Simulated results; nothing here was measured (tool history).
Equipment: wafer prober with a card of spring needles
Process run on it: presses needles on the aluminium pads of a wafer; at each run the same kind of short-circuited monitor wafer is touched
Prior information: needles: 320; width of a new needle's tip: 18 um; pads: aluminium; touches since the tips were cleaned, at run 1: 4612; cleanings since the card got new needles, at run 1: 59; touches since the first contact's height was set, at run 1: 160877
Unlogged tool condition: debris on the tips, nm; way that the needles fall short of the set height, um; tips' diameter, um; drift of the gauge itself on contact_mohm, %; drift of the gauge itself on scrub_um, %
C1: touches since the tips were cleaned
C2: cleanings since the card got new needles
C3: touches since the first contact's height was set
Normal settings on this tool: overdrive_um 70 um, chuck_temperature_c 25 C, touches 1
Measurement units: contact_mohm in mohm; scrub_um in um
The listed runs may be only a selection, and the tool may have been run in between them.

Run 1, day 0: usual settings; C1 4612; C2 59; C3 160877. Result: contact_mohm 209 mohm, scrub_um 18.26 um.
At day 0.133: tips cleaned on abrasive film.
At day 0.967: tips cleaned on abrasive film.
Run 2, day 1.538: usual settings; C1 3764; C2 61; C3 170982. Result: contact_mohm 203 mohm, scrub_um 18.18 um.
At day 1.775: tips cleaned on abrasive film.
At day 2.5: height of the first contact set anew.
At day 2.608: tips cleaned on abrasive film.
Run 3, day 2.688: usual settings but touches 3; C1 536; C2 63; C3 1224. Result: contact_mohm 161 mohm, scrub_um 18.91 um.
At day 3.442: tips cleaned on abrasive film.
At day 4.254: tips cleaned on abrasive film.
Run 4, day 4.254: usual settings but touches 3; C1 0; C2 65; C3 11489. Result: contact_mohm 164 mohm, scrub_um 18.78 um.
At day 5.062: tips cleaned on abrasive film.
Run 5, day 5.475: usual settings but touches 3; C1 2736; C2 66; C3 19537. Result: contact_mohm 172 mohm, scrub_um 18.74 um.
At day 5.817: tips cleaned on abrasive film.
At day 6.6: tips cleaned on abrasive film.
Run 6, day 7.008: usual settings but chuck_temperature_c 32 C; C1 2692; C2 68; C3 29603. Result: contact_mohm 195 mohm, scrub_um 18.86 um.
At day 7.333: tips cleaned on abrasive film.
At day 8.162: tips cleaned on abrasive film.
Run 7, day 8.308: usual settings but overdrive_um 60 um, chuck_temperature_c 32 C; C1 971; C2 70; C3 38147. Result: contact_mohm 188 mohm, scrub_um 16.12 um.
At day 8.971: tips cleaned on abrasive film.
At day 9.75: tips cleaned on abrasive film.
Run 8, day 9.996: usual settings but chuck_temperature_c 73 C; C1 1617; C2 72; C3 49215. Result: contact_mohm 197 mohm, scrub_um 18.63 um.
At day 10.546: tips cleaned on abrasive film.
Run 9, day 11.008: usual settings but overdrive_um 82 um; C1 3051; C2 73; C3 55881. Result: contact_mohm 188 mohm, scrub_um 21.88 um.
At day 11.321: tips cleaned on abrasive film.
At day 12.054: tips cleaned on abrasive film.
Run 10, day 12.733: usual settings but overdrive_um 82 um; C1 4504; C2 75; C3 67225. Result: contact_mohm 191 mohm, scrub_um 21.79 um.
At day 12.875: tips cleaned on abrasive film.
At day 13.6: tips cleaned on abrasive film.
At day 14.358: tips cleaned on abrasive film.
Run 11, day 14.408: usual settings but chuck_temperature_c 119 C; C1 330; C2 78; C3 78185. Result: contact_mohm 185 mohm, scrub_um 18.57 um.
At day 15.092: tips cleaned on abrasive film.
At day 15.867: tips cleaned on abrasive film.
Run 12, day 15.871: usual settings but chuck_temperature_c 119 C; C1 19; C2 80; C3 87783. Result: contact_mohm 183 mohm, scrub_um 18.49 um.
At day 16.592: tips cleaned on abrasive film.
Run 13, day 17.208: usual settings but chuck_temperature_c 119 C; C1 4065; C2 81; C3 96591. Result: contact_mohm 218 mohm, scrub_um 18.43 um.
At day 17.367: tips cleaned on abrasive film.
At day 18.146: tips cleaned on abrasive film.
Run 14, day 18.708: usual settings but chuck_temperature_c 44 C; C1 3695; C2 83; C3 106438. Result: contact_mohm 207 mohm, scrub_um 18.34 um.
At day 18.946: tips cleaned on abrasive film.
At day 19.729: tips cleaned on abrasive film.
Run 15, day 19.912: usual settings but chuck_temperature_c 44 C; C1 1208; C2 85; C3 114341. Result: contact_mohm 183 mohm, scrub_um 18.38 um.
At day 20.508: tips cleaned on abrasive film.
Run 16, day 20.883: usual settings; C1 2457; C2 86; C3 120718. Result: contact_mohm 191 mohm, scrub_um 18.14 um.
At day 21.296: tips cleaned on abrasive film.
At day 22.046: tips cleaned on abrasive film.
Run 17, day 22.108: usual settings but overdrive_um 53 um, chuck_temperature_c 77 C, touches 2; C1 426; C2 88; C3 128771. Result: contact_mohm 183 mohm, scrub_um 13.53 um.
At day 22.796: tips cleaned on abrasive film.
Run 18, day 23.042: usual settings but overdrive_um 69 um; C1 1631; C2 89; C3 134905. Result: contact_mohm 190 mohm, scrub_um 18 um.
At day 23.558: tips cleaned on abrasive film.
Run 19, day 23.808: usual settings but overdrive_um 53 um, chuck_temperature_c 42 C; C1 1655; C2 90; C3 139934. Result: contact_mohm 214 mohm, scrub_um 13.58 um.
At day 24.396: tips cleaned on abrasive film.
At day 25.117: tips cleaned on abrasive film.
Run 20, day 25.117: usual settings but overdrive_um 81 um, chuck_temperature_c 30 C; C1 0; C2 92; C3 148514. Result: contact_mohm 159 mohm, scrub_um 20.97 um.
Run 21, day 25.821: usual settings but touches 3; C1 4663; C2 92; C3 153177. Result: contact_mohm 179 mohm, scrub_um 18.17 um.
At day 25.929: tips cleaned on abrasive film.
At day 26.738: tips cleaned on abrasive film.
Run 22, day 26.742: usual settings but touches 3; C1 38; C2 94; C3 159188. Result: contact_mohm 161 mohm, scrub_um 18.14 um.
At day 27.608: tips cleaned on abrasive film.
Run 23, day 27.662: usual settings but touches 3; C1 357; C2 95; C3 165242. Result: contact_mohm 165 mohm, scrub_um 18.13 um.
At day 28.375: tips cleaned on abrasive film.
Run 24, day 28.662: usual settings but overdrive_um 87 um, chuck_temperature_c 88 C, touches 2; C1 1900; C2 96; C3 171816. Result: contact_mohm 182 mohm, scrub_um 22.58 um.
At day 29.15: tips cleaned on abrasive film.
At day 29.442: height of the first contact set anew.
Run 25, day 29.496: usual settings but overdrive_um 87 um, chuck_temperature_c 38 C, touches 2; C1 2182; C2 97; C3 355. Result: contact_mohm 170 mohm, scrub_um 23.42 um.
At day 29.912: tips cleaned on abrasive film.
Run 26, day 30.417: usual settings but overdrive_um 59 um, chuck_temperature_c 31 C, touches 2; C1 3325; C2 98; C3 6416. Result: contact_mohm 200 mohm, scrub_um 16.11 um.
At day 30.746: tips cleaned on abrasive film.
At day 31.525: tips cleaned on abrasive film.
Run 27, day 31.862: usual settings but overdrive_um 59 um, chuck_temperature_c 31 C, touches 2; C1 2221; C2 100; C3 15914. Result: contact_mohm 186 mohm, scrub_um 15.82 um.
At day 32.338: tips cleaned on abrasive film.
At day 33.112: tips cleaned on abrasive film.
Run 28, day 33.2: usual settings but overdrive_um 60 um, chuck_temperature_c 40 C; C1 578; C2 102; C3 24678. Result: contact_mohm 180 mohm, scrub_um 16.17 um.
At day 33.921: tips cleaned on abrasive film.
Run 29, day 34.054: usual settings but overdrive_um 60 um, chuck_temperature_c 26 C, touches 2; C1 893; C2 103; C3 30304. Result: contact_mohm 180 mohm, scrub_um 16.1 um.
At day 34.654: tips cleaned on abrasive film.
Run 30, day 34.9: usual settings but overdrive_um 79 um, chuck_temperature_c 55 C, touches 2; C1 1629; C2 104; C3 35856. Result: contact_mohm 174 mohm, scrub_um 21.13 um.
At day 35.483: tips cleaned on abrasive film.
At day 36.304: tips cleaned on abrasive film.
Run 31, day 36.371: usual settings but overdrive_um 54 um; C1 420; C2 106; C3 45506. Result: contact_mohm 180 mohm, scrub_um 14.3 um.

Across each entry between runs, compare the hidden state at the last listed run before it with the hidden state at the first listed run after it:
From run 1 to run 2: tips cleaned on abrasive film (day 0.133); tips cleaned on abrasive film (day 0.967)
  debris on the tips, nm: 62.4 -> 57.2; way that the needles fall short of the set height, um: 2.8 -> 2.96; tips' diameter, um: 19.98 -> 20.04
  the result without the hidden state subtracted from the measured one, contact_mohm: +49 -> +46 mohm; scrub_um: -0.76 -> -0.8 um
From run 2 to run 3: tips cleaned on abrasive film (day 1.775); height of the first contact set anew (day 2.5); tips cleaned on abrasive film (day 2.608)
  debris on the tips, nm: 57.2 -> 16.4; way that the needles fall short of the set height, um: 2.96 -> 0.1; tips' diameter, um: 20.04 -> 20.11
  the result without the hidden state subtracted from the measured one, contact_mohm: +46 -> +5 mohm; scrub_um: -0.8 -> -0.03 um
From run 3 to run 4: tips cleaned on abrasive film (day 3.442); tips cleaned on abrasive film (day 4.254)
  debris on the tips, nm: 16.4 -> 6.5; way that the needles fall short of the set height, um: 0.1 -> 0.29; tips' diameter, um: 20.11 -> 20.18
  the result without the hidden state subtracted from the measured one, contact_mohm: +5 -> +2 mohm; scrub_um: -0.03 -> -0.08 um
From run 4 to run 5: tips cleaned on abrasive film (day 5.062)
  debris on the tips, nm: 6.5 -> 46.5; way that the needles fall short of the set height, um: 0.29 -> 0.4; tips' diameter, um: 20.18 -> 20.22
  the result without the hidden state subtracted from the measured one, contact_mohm: +2 -> +14 mohm; scrub_um: -0.08 -> -0.11 um
From run 5 to run 6: tips cleaned on abrasive film (day 5.817); tips cleaned on abrasive film (day 6.6)
  debris on the tips, nm: 46.5 -> 47.1; way that the needles fall short of the set height, um: 0.4 -> 0.61; tips' diameter, um: 20.22 -> 20.29
  the result without the hidden state subtracted from the measured one, contact_mohm: +14 -> +36 mohm; scrub_um: -0.11 -> -0.17 um
From run 6 to run 7: tips cleaned on abrasive film (day 7.333); tips cleaned on abrasive film (day 8.162)
  debris on the tips, nm: 47.1 -> 26.5; way that the needles fall short of the set height, um: 0.61 -> 0.79; tips' diameter, um: 20.29 -> 20.36
  the result without the hidden state subtracted from the measured one, contact_mohm: +36 -> +27 mohm; scrub_um: -0.17 -> -0.22 um
From run 7 to run 8: tips cleaned on abrasive film (day 8.971); tips cleaned on abrasive film (day 9.75)
  debris on the tips, nm: 26.5 -> 36.4; way that the needles fall short of the set height, um: 0.79 -> 1.02; tips' diameter, um: 20.36 -> 20.44
  the result without the hidden state subtracted from the measured one, contact_mohm: +27 -> +27 mohm; scrub_um: -0.22 -> -0.28 um
From run 8 to run 9: tips cleaned on abrasive film (day 10.546)
  debris on the tips, nm: 36.4 -> 52.4; way that the needles fall short of the set height, um: 1.02 -> 1.15; tips' diameter, um: 20.44 -> 20.48
  the result without the hidden state subtracted from the measured one, contact_mohm: +27 -> +31 mohm; scrub_um: -0.28 -> -0.31 um
From run 9 to run 10: tips cleaned on abrasive film (day 11.321); tips cleaned on abrasive film (day 12.054)
  debris on the tips, nm: 52.4 -> 59.8; way that the needles fall short of the set height, um: 1.15 -> 1.37; tips' diameter, um: 20.48 -> 20.56
  the result without the hidden state subtracted from the measured one, contact_mohm: +31 -> +35 mohm; scrub_um: -0.31 -> -0.37 um
From run 10 to run 11: tips cleaned on abrasive film (day 12.875); tips cleaned on abrasive film (day 13.6); tips cleaned on abrasive film (day 14.358)
  debris on the tips, nm: 59.8 -> 9.8; way that the needles fall short of the set height, um: 1.37 -> 1.67; tips' diameter, um: 20.56 -> 20.66
  the result without the hidden state subtracted from the measured one, contact_mohm: +35 -> +9 mohm; scrub_um: -0.37 -> -0.46 um
From run 11 to run 12: tips cleaned on abrasive film (day 15.092); tips cleaned on abrasive film (day 15.867)
  debris on the tips, nm: 9.8 -> 5.4; way that the needles fall short of the set height, um: 1.67 -> 1.88; tips' diameter, um: 20.66 -> 20.74
  the result without the hidden state subtracted from the measured one, contact_mohm: +9 -> +6 mohm; scrub_um: -0.46 -> -0.51 um
From run 12 to run 13: tips cleaned on abrasive film (day 16.592)
  debris on the tips, nm: 5.4 -> 61.8; way that the needles fall short of the set height, um: 1.88 -> 1.98; tips' diameter, um: 20.74 -> 20.77
  the result without the hidden state subtracted from the measured one, contact_mohm: +6 -> +44 mohm; scrub_um: -0.51 -> -0.54 um
From run 13 to run 14: tips cleaned on abrasive film (day 17.367); tips cleaned on abrasive film (day 18.146)
  debris on the tips, nm: 61.8 -> 56.8; way that the needles fall short of the set height, um: 1.98 -> 2.17; tips' diameter, um: 20.77 -> 20.84
  the result without the hidden state subtracted from the measured one, contact_mohm: +44 -> +46 mohm; scrub_um: -0.54 -> -0.58 um
From run 14 to run 15: tips cleaned on abrasive film (day 18.946); tips cleaned on abrasive film (day 19.729)
  debris on the tips, nm: 56.8 -> 27.4; way that the needles fall short of the set height, um: 2.17 -> 2.32; tips' diameter, um: 20.84 -> 20.89
  the result without the hidden state subtracted from the measured one, contact_mohm: +46 -> +23 mohm; scrub_um: -0.58 -> -0.63 um
From run 15 to run 16: tips cleaned on abrasive film (day 20.508)
  debris on the tips, nm: 27.4 -> 41; way that the needles fall short of the set height, um: 2.32 -> 2.44; tips' diameter, um: 20.89 -> 20.93
  the result without the hidden state subtracted from the measured one, contact_mohm: +23 -> +35 mohm; scrub_um: -0.63 -> -0.66 um
From run 16 to run 17: tips cleaned on abrasive film (day 21.296); tips cleaned on abrasive film (day 22.046)
  debris on the tips, nm: 41 -> 10.1; way that the needles fall short of the set height, um: 2.44 -> 2.6; tips' diameter, um: 20.93 -> 20.99
  the result without the hidden state subtracted from the measured one, contact_mohm: +35 -> +11 mohm; scrub_um: -0.66 -> -0.7 um
From run 17 to run 18: tips cleaned on abrasive film (day 22.796)
  debris on the tips, nm: 10.1 -> 35; way that the needles fall short of the set height, um: 2.6 -> 2.71; tips' diameter, um: 20.99 -> 21.03
  the result without the hidden state subtracted from the measured one, contact_mohm: +11 -> +31 mohm; scrub_um: -0.7 -> -0.73 um
From run 18 to run 19: tips cleaned on abrasive film (day 23.558)
  debris on the tips, nm: 35 -> 33.7; way that the needles fall short of the set height, um: 2.71 -> 2.79; tips' diameter, um: 21.03 -> 21.06
  the result without the hidden state subtracted from the measured one, contact_mohm: +31 -> +50 mohm; scrub_um: -0.73 -> -0.75 um
From run 19 to run 20: tips cleaned on abrasive film (day 24.396); tips cleaned on abrasive film (day 25.117)
  debris on the tips, nm: 33.7 -> 5.3; way that the needles fall short of the set height, um: 2.79 -> 2.96; tips' diameter, um: 21.06 -> 21.11
  the result without the hidden state subtracted from the measured one, contact_mohm: +50 -> +4 mohm; scrub_um: -0.75 -> -0.79 um
From run 21 to run 22: tips cleaned on abrasive film (day 25.929); tips cleaned on abrasive film (day 26.738)
  debris on the tips, nm: 63.4 -> 4.9; way that the needles fall short of the set height, um: 2.96 -> 3.17; tips' diameter, um: 21.11 -> 21.19
  the result without the hidden state subtracted from the measured one, contact_mohm: +21 -> +3 mohm; scrub_um: -0.8 -> -0.86 um
From run 22 to run 23: tips cleaned on abrasive film (day 27.608)
  debris on the tips, nm: 4.9 -> 14.1; way that the needles fall short of the set height, um: 3.17 -> 3.29; tips' diameter, um: 21.19 -> 21.23
  the result without the hidden state subtracted from the measured one, contact_mohm: +3 -> +7 mohm; scrub_um: -0.86 -> -0.89 um
From run 23 to run 24: tips cleaned on abrasive film (day 28.375)
  debris on the tips, nm: 14.1 -> 34.4; way that the needles fall short of the set height, um: 3.29 -> 3.41; tips' diameter, um: 21.23 -> 21.27
  the result without the hidden state subtracted from the measured one, contact_mohm: +7 -> +12 mohm; scrub_um: -0.89 -> -0.92 um
From run 24 to run 25: tips cleaned on abrasive film (day 29.15); height of the first contact set anew (day 29.442)
  debris on the tips, nm: 34.4 -> 38.6; way that the needles fall short of the set height, um: 3.41 -> 0; tips' diameter, um: 21.27 -> 21.31
  the result without the hidden state subtracted from the measured one, contact_mohm: +12 -> +13 mohm; scrub_um: -0.92 -> +0 um
From run 25 to run 26: tips cleaned on abrasive film (day 29.912)
  debris on the tips, nm: 38.6 -> 49.3; way that the needles fall short of the set height, um: 0 -> 0.1; tips' diameter, um: 21.31 -> 21.35
  the result without the hidden state subtracted from the measured one, contact_mohm: +13 -> +35 mohm; scrub_um: +0 -> -0.03 um
From run 26 to run 27: tips cleaned on abrasive film (day 30.746); tips cleaned on abrasive film (day 31.525)
  debris on the tips, nm: 49.3 -> 37.6; way that the needles fall short of the set height, um: 0.1 -> 0.29; tips' diameter, um: 21.35 -> 21.41
  the result without the hidden state subtracted from the measured one, contact_mohm: +35 -> +26 mohm; scrub_um: -0.03 -> -0.08 um
From run 27 to run 28: tips cleaned on abrasive film (day 32.338); tips cleaned on abrasive film (day 33.112)
  debris on the tips, nm: 37.6 -> 14.6; way that the needles fall short of the set height, um: 0.29 -> 0.47; tips' diameter, um: 21.41 -> 21.48
  the result without the hidden state subtracted from the measured one, contact_mohm: +26 -> +17 mohm; scrub_um: -0.08 -> -0.13 um
From run 28 to run 29: tips cleaned on abrasive film (day 33.921)
  debris on the tips, nm: 14.6 -> 23.7; way that the needles fall short of the set height, um: 0.47 -> 0.56; tips' diameter, um: 21.48 -> 21.51
  the result without the hidden state subtracted from the measured one, contact_mohm: +17 -> +18 mohm; scrub_um: -0.13 -> -0.15 um
From run 29 to run 30: tips cleaned on abrasive film (day 34.654)
  debris on the tips, nm: 23.7 -> 32.8; way that the needles fall short of the set height, um: 0.56 -> 0.64; tips' diameter, um: 21.51 -> 21.54
  the result without the hidden state subtracted from the measured one, contact_mohm: +18 -> +13 mohm; scrub_um: -0.15 -> -0.17 um
From run 30 to run 31: tips cleaned on abrasive film (day 35.483); tips cleaned on abrasive film (day 36.304)
  debris on the tips, nm: 32.8 -> 12.7; way that the needles fall short of the set height, um: 0.64 -> 0.84; tips' diameter, um: 21.54 -> 21.61
  the result without the hidden state subtracted from the measured one, contact_mohm: +13 -> +19 mohm; scrub_um: -0.17 -> -0.23 um
